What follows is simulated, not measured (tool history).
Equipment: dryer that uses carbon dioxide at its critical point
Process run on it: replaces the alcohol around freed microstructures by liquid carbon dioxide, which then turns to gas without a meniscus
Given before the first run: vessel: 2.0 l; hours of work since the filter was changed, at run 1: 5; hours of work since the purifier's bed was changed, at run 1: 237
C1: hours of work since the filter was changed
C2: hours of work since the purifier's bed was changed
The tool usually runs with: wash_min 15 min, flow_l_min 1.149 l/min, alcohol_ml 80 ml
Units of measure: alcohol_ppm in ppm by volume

{"run": 1, "day": 0.0, "wash_min": 15, "flow_l_min": 1.149, "alcohol_ml": 80, "C1": 5, "C2": 237, "alcohol_ppm": 85}
{"run": 2, "day": 0.462, "wash_min": 15, "flow_l_min": 1.149, "alcohol_ml": 80, "C1": 13, "C2": 245, "alcohol_ppm": 84}
{"run": 3, "day": 0.783, "wash_min": 15, "flow_l_min": 1.149, "alcohol_ml": 80, "C1": 19, "C2": 250, "alcohol_ppm": 89}
{"run": 4, "day": 1.158, "wash_min": 15, "flow_l_min": 1.149, "alcohol_ml": 80, "C1": 25, "C2": 257, "alcohol_ppm": 83}
{"run": 5, "day": 1.608, "wash_min": 15, "flow_l_min": 1.149, "alcohol_ml": 60, "C1": 33, "C2": 264, "alcohol_ppm": 85}
{"run": 6, "day": 2.083, "wash_min": 15, "flow_l_min": 0.69, "alcohol_ml": 80, "C1": 41, "C2": 273, "alcohol_ppm": 368}
{"run": 7, "day": 2.521, "wash_min": 15, "flow_l_min": 0.69, "alcohol_ml": 80, "C1": 48, "C2": 280, "alcohol_ppm": 388}
{"run": 8, "day": 2.808, "wash_min": 15, "flow_l_min": 0.69, "alcohol_ml": 80, "C1": 53, "C2": 285, "alcohol_ppm": 397}
{"run": 9, "day": 3.267, "wash_min": 15, "flow_l_min": 0.69, "alcohol_ml": 80, "C1": 61, "C2": 293, "alcohol_ppm": 415}
{"run": 10, "day": 3.808, "wash_min": 15, "flow_l_min": 0.69, "alcohol_ml": 65, "C1": 70, "C2": 302, "alcohol_ppm": 358}
{"run": 11, "day": 4.275, "wash_min": 15, "flow_l_min": 1.149, "alcohol_ml": 80, "C1": 78, "C2": 310, "alcohol_ppm": 106}
{"run": 12, "day": 4.812, "wash_min": 15, "flow_l_min": 1.149, "alcohol_ml": 80, "C1": 88, "C2": 320, "alcohol_ppm": 107}
{"run": 13, "day": 5.108, "wash_min": 15, "flow_l_min": 1.58, "alcohol_ml": 80, "C1": 93, "C2": 325, "alcohol_ppm": 98}
{"run": 14, "day": 5.612, "wash_min": 15, "flow_l_min": 1.58, "alcohol_ml": 80, "C1": 101, "C2": 333, "alcohol_ppm": 104}
{"run": 15, "day": 5.992, "wash_min": 19, "flow_l_min": 1.149, "alcohol_ml": 80, "C1": 108, "C2": 340, "alcohol_ppm": 96}
{"run": 16, "day": 6.412, "wash_min": 15, "flow_l_min": 0.72, "alcohol_ml": 80, "C1": 115, "C2": 347, "alcohol_ppm": 401}
{"run": 17, "day": 6.862, "wash_min": 15, "flow_l_min": 1.149, "alcohol_ml": 38, "C1": 123, "C2": 355, "alcohol_ppm": 106}
{"run": 18, "day": 7.358, "wash_min": 15, "flow_l_min": 1.149, "alcohol_ml": 38, "C1": 132, "C2": 363, "alcohol_ppm": 114}
{"run": 19, "day": 7.875, "wash_min": 15, "flow_l_min": 1.149, "alcohol_ml": 38, "C1": 140, "C2": 372, "alcohol_ppm": 122}
{"run": 20, "day": 8.267, "wash_min": 15, "flow_l_min": 1.149, "alcohol_ml": 80, "C1": 147, "C2": 379, "alcohol_ppm": 119}
{"run": 21, "day": 8.596, "wash_min": 15, "flow_l_min": 1.149, "alcohol_ml": 80, "C1": 153, "C2": 385, "alcohol_ppm": 129}
{"run": 22, "day": 8.85, "wash_min": 13, "flow_l_min": 1.149, "alcohol_ml": 80, "C1": 157, "C2": 389, "alcohol_ppm": 156}
{"run": 23, "day": 9.233, "wash_min": 17, "flow_l_min": 1.149, "alcohol_ml": 80, "C1": 164, "C2": 395, "alcohol_ppm": 119}
{"run": 24, "day": 9.625, "wash_min": 17, "flow_l_min": 1.149, "alcohol_ml": 80, "C1": 170, "C2": 402, "alcohol_ppm": 128}
{"run": 25, "day": 9.9, "wash_min": 17, "flow_l_min": 1.67, "alcohol_ml": 80, "C1": 175, "C2": 407, "alcohol_ppm": 117}
{"run": 26, "day": 10.438, "wash_min": 17, "flow_l_min": 1.67, "alcohol_ml": 80, "C1": 184, "C2": 416, "alcohol_ppm": 125}
{"run": 27, "day": 10.75, "wash_min": 11, "flow_l_min": 1.48, "alcohol_ml": 23, "C1": 190, "C2": 422, "alcohol_ppm": 126}
{"run": 28, "day": 11.025, "wash_min": 11, "flow_l_min": 1.149, "alcohol_ml": 58, "C1": 194, "C2": 426, "alcohol_ppm": 237}
{"run": 29, "day": 11.479, "wash_min": 11, "flow_l_min": 1.36, "alcohol_ml": 58, "C1": 202, "C2": 434, "alcohol_ppm": 161}
{"run": 30, "day": 11.775, "wash_min": 11, "flow_l_min": 1.4, "alcohol_ml": 25, "C1": 207, "C2": 439, "alcohol_ppm": 147}
{"run": 31, "day": 12.208, "wash_min": 11, "flow_l_min": 1.55, "alcohol_ml": 60, "C1": 215, "C2": 447, "alcohol_ppm": 141}
{"run": 32, "day": 12.704, "wash_min": 18, "flow_l_min": 1.55, "alcohol_ml": 22, "C1": 223, "C2": 455, "alcohol_ppm": 122}
{"run": 33, "day": 13.258, "wash_min": 18, "flow_l_min": 1.55, "alcohol_ml": 22, "C1": 233, "C2": 465, "alcohol_ppm": 132}
{"run": 34, "day": 13.65, "wash_min": 18, "flow_l_min": 1.59, "alcohol_ml": 74, "C1": 240, "C2": 471, "alcohol_ppm": 142}
{"run": 35, "day": 14.104, "wash_min": 15, "flow_l_min": 1.86, "alcohol_ml": 26, "C1": 247, "C2": 479, "alcohol_ppm": 157}
{"run": 36, "day": 14.521, "wash_min": 15, "flow_l_min": 1.149, "alcohol_ml": 25, "C1": 255, "C2": 486, "alcohol_ppm": 143}
{"run": 37, "day": 14.862, "wash_min": 15, "flow_l_min": 1.149, "alcohol_ml": 25, "C1": 260, "C2": 492, "alcohol_ppm": 148}
{"run": 38, "day": 15.125, "wash_min": 14, "flow_l_min": 1.49, "alcohol_ml": 29, "C1": 265, "C2": 497, "alcohol_ppm": 139}
{"run": 39, "day": 15.462, "wash_min": 14, "flow_l_min": 1.49, "alcohol_ml": 29, "C1": 271, "C2": 503, "alcohol_ppm": 147}
{"run": 40, "day": 15.921, "wash_min": 14, "flow_l_min": 1.49, "alcohol_ml": 29, "C1": 279, "C2": 510, "alcohol_ppm": 142}
{"run": 41, "day": 16.325, "wash_min": 16, "flow_l_min": 0.77, "alcohol_ml": 114, "C1": 286, "C2": 517, "alcohol_ppm": 527}
{"run": 42, "day": 16.879, "wash_min": 19, "flow_l_min": 1.63, "alcohol_ml": 30, "C1": 295, "C2": 527, "alcohol_ppm": 140}
{"day": 17.233, "done": "inlet filter changed"}
{"run": 43, "day": 17.233, "wash_min": 19, "flow_l_min": 1.67, "alcohol_ml": 31, "C1": 0, "C2": 532, "alcohol_ppm": 152}
{"run": 44, "day": 17.492, "wash_min": 9, "flow_l_min": 1.57, "alcohol_ml": 80, "C1": 4, "C2": 537, "alcohol_ppm": 182}
{"run": 45, "day": 18.0, "wash_min": 9, "flow_l_min": 0.8, "alcohol_ml": 95, "C1": 13, "C2": 545, "alcohol_ppm": 1621}
{"run": 46, "day": 18.258, "wash_min": 15, "flow_l_min": 1.9, "alcohol_ml": 62, "C1": 18, "C2": 550, "alcohol_ppm": 159}
{"run": 47, "day": 18.55, "wash_min": 15, "flow_l_min": 1.9, "alcohol_ml": 62, "C1": 23, "C2": 555, "alcohol_ppm": 150}
{"run": 48, "day": 18.875, "wash_min": 23, "flow_l_min": 1.9, "alcohol_ml": 47, "C1": 28, "C2": 560, "alcohol_ppm": 165}

Below are 3 alternative next runs, each starting from the tool's condition after run 48. Predict each:
{"run": "A", "day": 19.217, "wash_min": 15, "flow_l_min": 1.71, "alcohol_ml": 80, "C1": 34, "C2": 566, "alcohol_ppm": "?"}
{"run": "B", "day": 19.217, "wash_min": 22, "flow_l_min": 1.9, "alcohol_ml": 25, "C1": 34, "C2": 566, "alcohol_ppm": "?"}
{"run": "C", "day": 19.217, "wash_min": 21, "flow_l_min": 0.74, "alcohol_ml": 47, "C1": 34, "C2": 566, "alcohol_ppm": "?"}

run=A alcohol_ppm=162
run=B alcohol_ppm=156
run=C alcohol_ppm=170
Take away the tool's hidden state, keep each run's random variation, and the runs would have read:
run=A alcohol_ppm=6
run=B alcohol_ppm=5
run=C alcohol_ppm=13

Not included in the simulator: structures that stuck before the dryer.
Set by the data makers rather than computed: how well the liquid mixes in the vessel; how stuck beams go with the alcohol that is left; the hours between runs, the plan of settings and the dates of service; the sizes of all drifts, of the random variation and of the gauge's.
